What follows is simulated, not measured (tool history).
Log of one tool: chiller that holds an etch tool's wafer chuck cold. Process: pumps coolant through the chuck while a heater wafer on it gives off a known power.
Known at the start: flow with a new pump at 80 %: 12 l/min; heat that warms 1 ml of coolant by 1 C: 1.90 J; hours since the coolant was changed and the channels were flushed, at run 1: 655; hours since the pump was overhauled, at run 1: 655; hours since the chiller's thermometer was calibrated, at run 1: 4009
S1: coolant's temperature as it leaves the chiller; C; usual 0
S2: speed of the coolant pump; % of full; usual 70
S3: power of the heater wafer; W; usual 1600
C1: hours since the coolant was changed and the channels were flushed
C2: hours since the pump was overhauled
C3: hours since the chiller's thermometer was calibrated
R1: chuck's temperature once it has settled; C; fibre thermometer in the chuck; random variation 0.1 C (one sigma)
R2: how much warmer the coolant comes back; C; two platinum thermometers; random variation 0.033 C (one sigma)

run 1 hour=0 | S1=0 S2=70 S3=1600 | C1=655 C2=655 C3=4009 | R1=19.1 R2=4.98
run 2 hour=103.6 | S1=0 S2=70 S3=1600 | C1=759 C2=759 C3=4112 | R1=19.2 R2=4.94
run 3 hour=267.5 | S1=0 S2=70 S3=1600 | C1=923 C2=923 C3=4276 | R1=19.6 R2=4.98
run 4 hour=360.9 | S1=0 S2=70 S3=1600 | C1=1016 C2=1016 C3=4370 | R1=19.6 R2=4.99
run 5 hour=528.5 | S1=0 S2=70 S3=990 | C1=1184 C2=1184 C3=4537 | R1=12.1 R2=3.15
run 6 hour=649.4 | S1=0 S2=70 S3=990 | C1=1304 C2=1304 C3=4658 | R1=12.1 R2=3.1
run 7 hour=722.3 | S1=0 S2=70 S3=990 | C1=1377 C2=1377 C3=4731 | R1=12.2 R2=3.11
-- hour=752.7 chiller's thermometer calibrated
run 8 hour=805.8 | S1=0 S2=70 S3=2207 | C1=1460 C2=1460 C3=53 | R1=28.4 R2=6.94
run 9 hour=943.5 | S1=0 S2=70 S3=2207 | C1=1598 C2=1598 C3=191 | R1=28.5 R2=7.13
run 10 hour=1057.9 | S1=0 S2=70 S3=2207 | C1=1712 C2=1712 C3=305 | R1=28.6 R2=7.11
run 11 hour=1189.9 | S1=0 S2=70 S3=2207 | C1=1844 C2=1844 C3=437 | R1=28.9 R2=7.2
run 12 hour=1365 | S1=0 S2=92 S3=1600 | C1=2019 C2=2019 C3=612 | R1=17.2 R2=3.88
run 13 hour=1487 | S1=0 S2=92 S3=1600 | C1=2141 C2=2141 C3=734 | R1=17.3 R2=3.93
run 14 hour=1650.8 | S1=9 S2=92 S3=1600 | C1=2305 C2=2305 C3=898 | R1=26.3 R2=3.93
run 15 hour=1811.3 | S1=5 S2=99 S3=2367 | C1=2465 C2=2465 C3=1059 | R1=29.3 R2=5.43
run 16 hour=1954.7 | S1=5 S2=99 S3=2367 | C1=2609 C2=2609 C3=1202 | R1=29.6 R2=5.51
run 17 hour=2093.2 | S1=5 S2=99 S3=2367 | C1=2747 C2=2747 C3=1341 | R1=29.8 R2=5.52
run 18 hour=2249 | S1=-1 S2=63 S3=919 | C1=2903 C2=2903 C3=1496 | R1=12.7 R2=3.44
run 19 hour=2322.7 | S1=-9 S2=63 S3=1151 | C1=2977 C2=2977 C3=1570 | R1=8.4 R2=4.3
run 20 hour=2398.4 | S1=-9 S2=63 S3=1151 | C1=3052 C2=3052 C3=1646 | R1=8.6 R2=4.33
run 21 hour=2566.7 | S1=0 S2=60 S3=1255 | C1=3221 C2=3221 C3=1814 | R1=20.1 R2=4.95
run 22 hour=2715.7 | S1=-3 S2=99 S3=941 | C1=3370 C2=3370 C3=1963 | R1=7.1 R2=2.22
run 23 hour=2893.7 | S1=-3 S2=99 S3=941 | C1=3548 C2=3548 C3=2141 | R1=7.1 R2=2.23
run 24 hour=3057.8 | S1=-9 S2=74 S3=973 | C1=3712 C2=3712 C3=2305 | R1=4.4 R2=3.16
run 25 hour=3137.3 | S1=-7 S2=87 S3=1600 | C1=3791 C2=3791 C3=2385 | R1=12.6 R2=4.39

3 ways to go on from here, each from the tool as it stands after run 25. What would each give?
run A hour=3215.8 | S1=-8 S2=70 S3=887 | C1=3870 C2=3870 C3=2463 | R1=? R2=?
run B hour=3215.8 | S1=-7 S2=87 S3=955 | C1=3870 C2=3870 C3=2463 | R1=? R2=?
run C hour=3215.8 | S1=-1 S2=86 S3=1600 | C1=3870 C2=3870 C3=2463 | R1=? R2=?

run=A R1=4.9 R2=3.11
run=B R1=4.7 R2=2.68
run=C R1=18.8 R2=4.43
Without the tool's hidden state the same runs would have given:
run=A R1=2.4 R2=2.72
run=B R1=2.4 R2=2.35
run=C R1=14.8 R2=3.86

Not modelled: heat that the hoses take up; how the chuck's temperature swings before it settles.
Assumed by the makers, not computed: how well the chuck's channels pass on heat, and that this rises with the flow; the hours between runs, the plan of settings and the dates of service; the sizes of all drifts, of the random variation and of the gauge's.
